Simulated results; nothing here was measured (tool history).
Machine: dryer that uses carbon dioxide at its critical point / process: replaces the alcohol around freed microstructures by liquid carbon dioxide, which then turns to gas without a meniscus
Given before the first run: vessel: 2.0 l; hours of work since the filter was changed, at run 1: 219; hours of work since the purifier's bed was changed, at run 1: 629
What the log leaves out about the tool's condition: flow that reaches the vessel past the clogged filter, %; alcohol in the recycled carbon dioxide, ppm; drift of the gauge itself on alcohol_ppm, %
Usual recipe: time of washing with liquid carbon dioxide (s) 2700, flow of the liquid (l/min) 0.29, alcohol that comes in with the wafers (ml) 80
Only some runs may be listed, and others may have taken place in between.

run	hour	time of washing with liquid carbon dioxide (s)	flow of the liquid (l/min)	alcohol that comes in with the wafers (ml)	hours of work since the filter was changed	hours of work since the purifier's bed was changed	alcohol left in the vessel before it's heated (ppm by volume)
1	0	2700	0.29	80	219	629	628
2	30.2	2700	0.29	80	235	645	634
3	49.9	2700	0.29	80	245	655	674
# hour 73.1: inlet filter changed
4	73.1	2700	0.29	80	0	667	456
5	105.7	2700	0.29	80	17	684	463
6	136.4	2700	0.29	80	33	700	467
7	157	2700	0.29	80	44	711	478
8	171.7	2700	0.488	80	51	718	147
9	205.4	2700	0.488	80	69	736	160
10	236.2	2700	0.488	80	85	752	158
11	254.9	2700	0.29	80	95	762	541
12	284.7	1680	0.29	80	110	777	2411
13	310.7	1680	0.29	80	124	791	2490
14	332.2	1980	0.267	105	135	802	2642
15	355.1	2700	0.326	23	147	814	234
16	381.1	2700	0.326	23	161	828	229
17	413.4	3660	0.29	80	178	845	258
18	428.3	1800	0.19	80	185	852	5811
19	449.5	2880	0.246	80	196	863	921
20	469.4	4260	0.246	22	207	874	185
21	497.8	4260	0.32	30	222	889	160
22	517.4	4260	0.32	30	232	899	168
23	540	4260	0.32	30	244	911	172
# hour 567.4: inlet filter changed
24	571.9	2340	0.32	30	2	927	323

5 ways to go on from here, each from the tool as it stands after run 24. What would each give?
A	590.3	3180	0.258	97	12	936	?
B	590.3	2820	0.29	80	12	936	?
C	590.3	2340	0.231	30	12	936	?
D	590.3	2220	0.29	80	12	936	?
E	590.3	1620	0.32	38	12	936	?

run	alcohol left in the vessel before it's heated (ppm by volume)
A	479
B	433
C	732
D	925
E	966
Had the tool no hidden state, the same runs would have come out as:
run	alcohol left in the vessel before it's heated (ppm by volume)
A	295
B	251
C	542
D	730
E	773
